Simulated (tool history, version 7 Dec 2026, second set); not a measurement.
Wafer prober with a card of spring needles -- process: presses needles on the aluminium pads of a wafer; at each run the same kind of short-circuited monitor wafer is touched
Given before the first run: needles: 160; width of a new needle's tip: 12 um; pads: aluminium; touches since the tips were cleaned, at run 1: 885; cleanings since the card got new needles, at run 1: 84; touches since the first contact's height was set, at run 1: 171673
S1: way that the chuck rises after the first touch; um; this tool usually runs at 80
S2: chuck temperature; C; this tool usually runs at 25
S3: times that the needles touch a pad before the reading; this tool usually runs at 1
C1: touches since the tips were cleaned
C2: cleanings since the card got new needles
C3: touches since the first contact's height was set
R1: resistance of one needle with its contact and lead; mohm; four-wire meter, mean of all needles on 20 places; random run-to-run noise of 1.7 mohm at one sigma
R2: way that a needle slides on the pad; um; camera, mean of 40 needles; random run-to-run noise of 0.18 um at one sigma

| run | hour | S1 | S2 | S3 | C1 | C2 | C3 | R1 | R2 |
|---|---|---|---|---|---|---|---|---|---|
| 1 | 0.0 | 80 | 25 | 1 | 885 | 84 | 171673 | 200 | 16.90 |
|  | 1.7 | tips cleaned on abrasive film |
|  | 5.6 | tips cleaned on abrasive film |
|  | 9.6 | tips cleaned on abrasive film |
|  | 13.5 | tips cleaned on abrasive film |
| 2 | 16.3 | 80 | 25 | 1 | 1564 | 88 | 180598 | 205 | 16.94 |
|  | 17.2 | tips cleaned on abrasive film |
|  | 20.3 | tips cleaned on abrasive film |
|  | 24.3 | tips cleaned on abrasive film |
|  | 28.2 | tips cleaned on abrasive film |
|  | 32.2 | tips cleaned on abrasive film |
|  | 35.4 | tips cleaned on abrasive film |
|  | 39.1 | tips cleaned on abrasive film |
| 3 | 39.1 | 80 | 71 | 1 | 0 | 95 | 192998 | 191 | 16.76 |
|  | 42.3 | tips cleaned on abrasive film |
|  | 46.2 | tips cleaned on abrasive film |
|  | 50.2 | tips cleaned on abrasive film |
|  | 53.3 | tips cleaned on abrasive film |
|  | 57.3 | tips cleaned on abrasive film |
| 4 | 57.8 | 80 | 25 | 1 | 270 | 100 | 203219 | 187 | 16.52 |
|  | 61.0 | tips cleaned on abrasive film |
|  | 64.9 | tips cleaned on abrasive film |
|  | 68.9 | tips cleaned on abrasive film |
|  | 72.0 | tips cleaned on abrasive film |
| 5 | 73.9 | 80 | 25 | 1 | 1066 | 104 | 212074 | 202 | 16.36 |
|  | 75.6 | tips cleaned on abrasive film |
|  | 78.8 | tips cleaned on abrasive film |
|  | 82.7 | tips cleaned on abrasive film |
|  | 86.7 | tips cleaned on abrasive film |
| 6 | 87.9 | 80 | 25 | 1 | 723 | 108 | 219720 | 198 | 16.21 |
|  | 90.4 | tips cleaned on abrasive film |
|  | 94.3 | tips cleaned on abrasive film |
|  | 97.5 | height of the first contact set anew |
| 7 | 97.5 | 80 | 25 | 1 | 1609 | 110 | 0 | 201 | 19.40 |
|  | 98.3 | tips cleaned on abrasive film |
|  | 102.3 | tips cleaned on abrasive film |
|  | 106.2 | tips cleaned on abrasive film |
|  | 109.4 | tips cleaned on abrasive film |
|  | 113.4 | tips cleaned on abrasive film |
| 8 | 115.7 | 96 | 25 | 1 | 1290 | 115 | 9943 | 193 | 23.46 |
|  | 117.3 | tips cleaned on abrasive film |
|  | 120.5 | tips cleaned on abrasive film |
|  | 124.5 | tips cleaned on abrasive film |
|  | 127.6 | tips cleaned on abrasive film |
|  | 131.0 | tips cleaned on abrasive film |
| 9 | 131.0 | 80 | 35 | 1 | 0 | 120 | 18256 | 178 | 19.24 |
|  | 134.9 | tips cleaned on abrasive film |
|  | 138.1 | tips cleaned on abrasive film |
|  | 142.1 | tips cleaned on abrasive film |
|  | 146.0 | tips cleaned on abrasive film |
|  | 150.0 | tips cleaned on abrasive film |
| 10 | 150.4 | 80 | 35 | 1 | 256 | 125 | 28893 | 188 | 18.79 |
|  | 153.6 | tips cleaned on abrasive film |
|  | 157.6 | tips cleaned on abrasive film |
|  | 161.5 | tips cleaned on abrasive film |
| 11 | 162.8 | 80 | 35 | 1 | 750 | 128 | 35701 | 191 | 18.96 |
|  | 165.2 | tips cleaned on abrasive film |
|  | 169.2 | tips cleaned on abrasive film |
|  | 173.2 | tips cleaned on abrasive film |
|  | 177.1 | tips cleaned on abrasive film |
| 12 | 179.1 | 77 | 25 | 1 | 1095 | 132 | 44583 | 202 | 17.89 |
|  | 180.7 | tips cleaned on abrasive film |
|  | 183.9 | tips cleaned on abrasive film |
|  | 187.8 | tips cleaned on abrasive film |
|  | 191.8 | tips cleaned on abrasive film |
|  | 195.7 | tips cleaned on abrasive film |
| 13 | 196.5 | 80 | 25 | 1 | 435 | 137 | 54104 | 187 | 18.45 |
|  | 199.6 | tips cleaned on abrasive film |
|  | 202.8 | tips cleaned on abrasive film |
|  | 206.5 | tips cleaned on abrasive film |
| 14 | 206.5 | 65 | 43 | 3 | 0 | 140 | 59569 | 186 | 14.88 |
|  | 209.7 | tips cleaned on abrasive film |
|  | 213.7 | tips cleaned on abrasive film |
| 15 | 215.8 | 86 | 59 | 3 | 1213 | 142 | 64675 | 194 | 20.06 |
|  | 217.5 | tips cleaned on abrasive film |
|  | 221.4 | tips cleaned on abrasive film |
|  | 225.4 | tips cleaned on abrasive film |
|  | 228.6 | tips cleaned on abrasive film |
| 16 | 230.8 | 90 | 59 | 2 | 1281 | 146 | 72879 | 195 | 20.81 |
|  | 232.5 | tips cleaned on abrasive film |
|  | 236.4 | tips cleaned on abrasive film |
|  | 240.4 | tips cleaned on abrasive film |
|  | 244.3 | tips cleaned on abrasive film |
| 17 | 246.8 | 90 | 59 | 2 | 1415 | 150 | 81649 | 199 | 20.76 |
|  | 247.7 | tips cleaned on abrasive film |
|  | 251.7 | tips cleaned on abrasive film |
|  | 254.9 | tips cleaned on abrasive film |
|  | 258.8 | tips cleaned on abrasive film |
|  | 262.8 | tips cleaned on abrasive film |
| 18 | 264.9 | 75 | 96 | 2 | 1197 | 155 | 91500 | 211 | 16.85 |
|  | 266.5 | tips cleaned on abrasive film |
|  | 269.7 | tips cleaned on abrasive film |
|  | 273.7 | tips cleaned on abrasive film |
|  | 276.8 | tips cleaned on abrasive film |
|  | 280.0 | tips cleaned on abrasive film |
|  | 284.0 | tips cleaned on abrasive film |
| 19 | 286.9 | 75 | 96 | 2 | 1645 | 161 | 103528 | 212 | 16.72 |
|  | 287.8 | tips cleaned on abrasive film |
|  | 291.0 | tips cleaned on abrasive film |
|  | 294.9 | tips cleaned on abrasive film |
| 20 | 297.1 | 90 | 92 | 1 | 1207 | 164 | 109061 | 211 | 20.52 |
|  | 298.7 | tips cleaned on abrasive film |
|  | 301.9 | tips cleaned on abrasive film |
|  | 305.8 | tips cleaned on abrasive film |
|  | 309.0 | tips cleaned on abrasive film |
|  | 313.0 | tips cleaned on abrasive film |
|  | 316.1 | tips cleaned on abrasive film |
| 21 | 318.5 | 90 | 92 | 1 | 1308 | 170 | 120752 | 215 | 20.39 |
|  | 319.4 | tips cleaned on abrasive film |
|  | 322.5 | tips cleaned on abrasive film |
|  | 326.5 | tips cleaned on abrasive film |
|  | 330.4 | tips cleaned on abrasive film |
| 22 | 332.9 | 90 | 92 | 1 | 1410 | 174 | 128657 | 216 | 20.04 |
|  | 333.8 | tips cleaned on abrasive film |
|  | 337.8 | tips cleaned on abrasive film |
|  | 341.0 | tips cleaned on abrasive film |
|  | 344.1 | tips cleaned on abrasive film |
|  | 348.1 | tips cleaned on abrasive film |
|  | 352.0 | tips cleaned on abrasive film |
| 23 | 354.4 | 90 | 92 | 1 | 1348 | 180 | 140389 | 215 | 20.02 |
|  | 355.3 | tips cleaned on abrasive film |
|  | 359.3 | tips cleaned on abrasive film |
|  | 363.2 | tips cleaned on abrasive film |
| 24 | 364.1 | 65 | 73 | 2 | 517 | 183 | 145666 | 212 | 13.74 |

Across each entry between runs, compare the hidden state at the last listed run before it with the hidden state at the first listed run after it:
In the gap between runs 1 and 2: tips cleaned on abrasive film (hour 1.7); tips cleaned on abrasive film (hour 5.6); tips cleaned on abrasive film (hour 9.6); tips cleaned on abrasive film (hour 13.5)
  debris on the tips, nm: 39.3 -> 58.8; way that the needles fall short of the set height, um: 9.91 -> 10.32; tips' diameter, um: 15.47 -> 15.61
  measured minus no-state result, R1: +23 -> +33 mohm; R2: -2.37 -> -2.50 um
In the gap between runs 2 and 3: tips cleaned on abrasive film (hour 17.2); tips cleaned on abrasive film (hour 20.3); tips cleaned on abrasive film (hour 24.3); tips cleaned on abrasive film (hour 28.2); tips cleaned on abrasive film (hour 32.2); tips cleaned on abrasive film (hour 35.4); tips cleaned on abrasive film (hour 39.1)
  debris on the tips, nm: 58.8 -> 7.2; way that the needles fall short of the set height, um: 10.32 -> 11.07; tips' diameter, um: 15.61 -> 15.87
  measured minus no-state result, R1: +33 -> +8 mohm; R2: -2.50 -> -2.68 um
In the gap between runs 3 and 4: tips cleaned on abrasive film (hour 42.3); tips cleaned on abrasive film (hour 46.2); tips cleaned on abrasive film (hour 50.2); tips cleaned on abrasive film (hour 53.3); tips cleaned on abrasive film (hour 57.3)
  debris on the tips, nm: 7.2 -> 12.9; way that the needles fall short of the set height, um: 11.07 -> 11.63; tips' diameter, um: 15.87 -> 16.07
  measured minus no-state result, R1: +8 -> +10 mohm; R2: -2.68 -> -2.84 um
In the gap between runs 4 and 5: tips cleaned on abrasive film (hour 61.0); tips cleaned on abrasive film (hour 64.9); tips cleaned on abrasive film (hour 68.9); tips cleaned on abrasive film (hour 72.0)
  debris on the tips, nm: 12.9 -> 44.4; way that the needles fall short of the set height, um: 11.63 -> 12.08; tips' diameter, um: 16.07 -> 16.23
  measured minus no-state result, R1: +10 -> +29 mohm; R2: -2.84 -> -2.91 um
In the gap between runs 5 and 6: tips cleaned on abrasive film (hour 75.6); tips cleaned on abrasive film (hour 78.8); tips cleaned on abrasive film (hour 82.7); tips cleaned on abrasive film (hour 86.7)
  debris on the tips, nm: 44.4 -> 36.3; way that the needles fall short of the set height, um: 12.08 -> 12.57; tips' diameter, um: 16.23 -> 16.4
  measured minus no-state result, R1: +29 -> +25 mohm; R2: -2.91 -> -3.05 um
In the gap between runs 6 and 7: tips cleaned on abrasive film (hour 90.4); tips cleaned on abrasive film (hour 94.3); height of the first contact set anew (hour 97.5)
  debris on the tips, nm: 36.3 -> 59.2; way that the needles fall short of the set height, um: 12.57 -> 0; tips' diameter, um: 16.4 -> 16.48
  measured minus no-state result, R1: +25 -> +27 mohm; R2: -3.05 -> +0.00 um
In the gap between runs 7 and 8: tips cleaned on abrasive film (hour 98.3); tips cleaned on abrasive film (hour 102.3); tips cleaned on abrasive film (hour 106.2); tips cleaned on abrasive film (hour 109.4); tips cleaned on abrasive film (hour 113.4)
  debris on the tips, nm: 59.2 -> 49.1; way that the needles fall short of the set height, um: 0 -> 0.52; tips' diameter, um: 16.48 -> 16.66
  measured minus no-state result, R1: +27 -> +18 mohm; R2: +0.00 -> -0.13 um
In the gap between runs 8 and 9: tips cleaned on abrasive film (hour 117.3); tips cleaned on abrasive film (hour 120.5); tips cleaned on abrasive film (hour 124.5); tips cleaned on abrasive film (hour 127.6); tips cleaned on abrasive film (hour 131.0)
  debris on the tips, nm: 49.1 -> 6.1; way that the needles fall short of the set height, um: 0.52 -> 1.08; tips' diameter, um: 16.66 -> 16.86
  measured minus no-state result, R1: +18 -> +6 mohm; R2: -0.13 -> -0.26 um
In the gap between runs 9 and 10: tips cleaned on abrasive film (hour 134.9); tips cleaned on abrasive film (hour 138.1); tips cleaned on abrasive film (hour 142.1); tips cleaned on abrasive film (hour 146.0); tips cleaned on abrasive film (hour 150.0)
  debris on the tips, nm: 6.1 -> 13.6; way that the needles fall short of the set height, um: 1.08 -> 1.66; tips' diameter, um: 16.86 -> 17.06
  measured minus no-state result, R1: +6 -> +9 mohm; R2: -0.26 -> -0.40 um
In the gap between runs 10 and 11: tips cleaned on abrasive film (hour 153.6); tips cleaned on abrasive film (hour 157.6); tips cleaned on abrasive film (hour 161.5)
  debris on the tips, nm: 13.6 -> 32.3; way that the needles fall short of the set height, um: 1.66 -> 2.03; tips' diameter, um: 17.06 -> 17.19
  measured minus no-state result, R1: +9 -> +18 mohm; R2: -0.40 -> -0.49 um
In the gap between runs 11 and 12: tips cleaned on abrasive film (hour 165.2); tips cleaned on abrasive film (hour 169.2); tips cleaned on abrasive film (hour 173.2); tips cleaned on abrasive film (hour 177.1)
  debris on the tips, nm: 32.3 -> 43.9; way that the needles fall short of the set height, um: 2.03 -> 2.52; tips' diameter, um: 17.19 -> 17.36
  measured minus no-state result, R1: +18 -> +27 mohm; R2: -0.49 -> -0.62 um
In the gap between runs 12 and 13: tips cleaned on abrasive film (hour 180.7); tips cleaned on abrasive film (hour 183.9); tips cleaned on abrasive film (hour 187.8); tips cleaned on abrasive film (hour 191.8); tips cleaned on abrasive film (hour 195.7)
  debris on the tips, nm: 43.9 -> 20.2; way that the needles fall short of the set height, um: 2.52 -> 3.04; tips' diameter, um: 17.36 -> 17.54
  measured minus no-state result, R1: +27 -> +13 mohm; R2: -0.62 -> -0.73 um
In the gap between runs 13 and 14: tips cleaned on abrasive film (hour 199.6); tips cleaned on abrasive film (hour 202.8); tips cleaned on abrasive film (hour 206.5)
  debris on the tips, nm: 20.2 -> 4; way that the needles fall short of the set height, um: 3.04 -> 3.35; tips' diameter, um: 17.54 -> 17.65
  measured minus no-state result, R1: +13 -> +6 mohm; R2: -0.73 -> -0.81 um
In the gap between runs 14 and 15: tips cleaned on abrasive film (hour 209.7); tips cleaned on abrasive film (hour 213.7)
  debris on the tips, nm: 4 -> 48.6; way that the needles fall short of the set height, um: 3.35 -> 3.56; tips' diameter, um: 17.65 -> 17.73
  measured minus no-state result, R1: +6 -> +11 mohm; R2: -0.81 -> -0.86 um
In the gap between runs 15 and 16: tips cleaned on abrasive film (hour 217.5); tips cleaned on abrasive film (hour 221.4); tips cleaned on abrasive film (hour 225.4); tips cleaned on abrasive film (hour 228.6)
  debris on the tips, nm: 48.6 -> 49.1; way that the needles fall short of the set height, um: 3.56 -> 4.04; tips' diameter, um: 17.73 -> 17.89
  measured minus no-state result, R1: +11 -> +15 mohm; R2: -0.86 -> -0.98 um
In the gap between runs 16 and 17: tips cleaned on abrasive film (hour 232.5); tips cleaned on abrasive film (hour 236.4); tips cleaned on abrasive film (hour 240.4); tips cleaned on abrasive film (hour 244.3)
  debris on the tips, nm: 49.1 -> 59.2; way that the needles fall short of the set height, um: 4.04 -> 4.46; tips' diameter, um: 17.89 -> 18.04
  measured minus no-state result, R1: +15 -> +19 mohm; R2: -0.98 -> -1.08 um
In the gap between runs 17 and 18: tips cleaned on abrasive film (hour 247.7); tips cleaned on abrasive film (hour 251.7); tips cleaned on abrasive film (hour 254.9); tips cleaned on abrasive film (hour 258.8); tips cleaned on abrasive film (hour 262.8)
  debris on the tips, nm: 59.2 -> 46.4; way that the needles fall short of the set height, um: 4.46 -> 5.03; tips' diameter, um: 18.04 -> 18.24
  measured minus no-state result, R1: +19 -> +21 mohm; R2: -1.08 -> -1.21 um
In the gap between runs 18 and 19: tips cleaned on abrasive film (hour 266.5); tips cleaned on abrasive film (hour 269.7); tips cleaned on abrasive film (hour 273.7); tips cleaned on abrasive film (hour 276.8); tips cleaned on abrasive film (hour 280.0); tips cleaned on abrasive film (hour 284.0)
  debris on the tips, nm: 46.4 -> 54.5; way that the needles fall short of the set height, um: 5.03 -> 5.8; tips' diameter, um: 18.24 -> 18.51
  measured minus no-state result, R1: +21 -> +25 mohm; R2: -1.21 -> -1.41 um
In the gap between runs 19 and 20: tips cleaned on abrasive film (hour 287.8); tips cleaned on abrasive film (hour 291.0); tips cleaned on abrasive film (hour 294.9)
  debris on the tips, nm: 54.5 -> 50.2; way that the needles fall short of the set height, um: 5.8 -> 6.15; tips' diameter, um: 18.51 -> 18.63
  measured minus no-state result, R1: +25 -> +25 mohm; R2: -1.41 -> -1.50 um
In the gap between runs 20 and 21: tips cleaned on abrasive film (hour 298.7); tips cleaned on abrasive film (hour 301.9); tips cleaned on abrasive film (hour 305.8); tips cleaned on abrasive film (hour 309.0); tips cleaned on abrasive film (hour 313.0); tips cleaned on abrasive film (hour 316.1)
  debris on the tips, nm: 50.2 -> 49.5; way that the needles fall short of the set height, um: 6.15 -> 6.83; tips' diameter, um: 18.63 -> 18.87
  measured minus no-state result, R1: +25 -> +26 mohm; R2: -1.50 -> -1.67 um
In the gap between runs 21 and 22: tips cleaned on abrasive film (hour 319.4); tips cleaned on abrasive film (hour 322.5); tips cleaned on abrasive film (hour 326.5); tips cleaned on abrasive film (hour 330.4)
  debris on the tips, nm: 49.5 -> 53.2; way that the needles fall short of the set height, um: 6.83 -> 7.28; tips' diameter, um: 18.87 -> 19.03
  measured minus no-state result, R1: +26 -> +29 mohm; R2: -1.67 -> -1.76 um
In the gap between runs 22 and 23: tips cleaned on abrasive film (hour 333.8); tips cleaned on abrasive film (hour 337.8); tips cleaned on abrasive film (hour 341.0); tips cleaned on abrasive film (hour 344.1); tips cleaned on abrasive film (hour 348.1); tips cleaned on abrasive film (hour 352.0)
  debris on the tips, nm: 53.2 -> 51.6; way that the needles fall short of the set height, um: 7.28 -> 7.87; tips' diameter, um: 19.03 -> 19.23
  measured minus no-state result, R1: +29 -> +29 mohm; R2: -1.76 -> -1.91 um
In the gap between runs 23 and 24: tips cleaned on abrasive film (hour 355.3); tips cleaned on abrasive film (hour 359.3); tips cleaned on abrasive film (hour 363.2)
  debris on the tips, nm: 51.6 -> 25.4; way that the needles fall short of the set height, um: 7.87 -> 8.2; tips' diameter, um: 19.23 -> 19.35
  measured minus no-state result, R1: +29 -> +22 mohm; R2: -1.91 -> -1.97 um
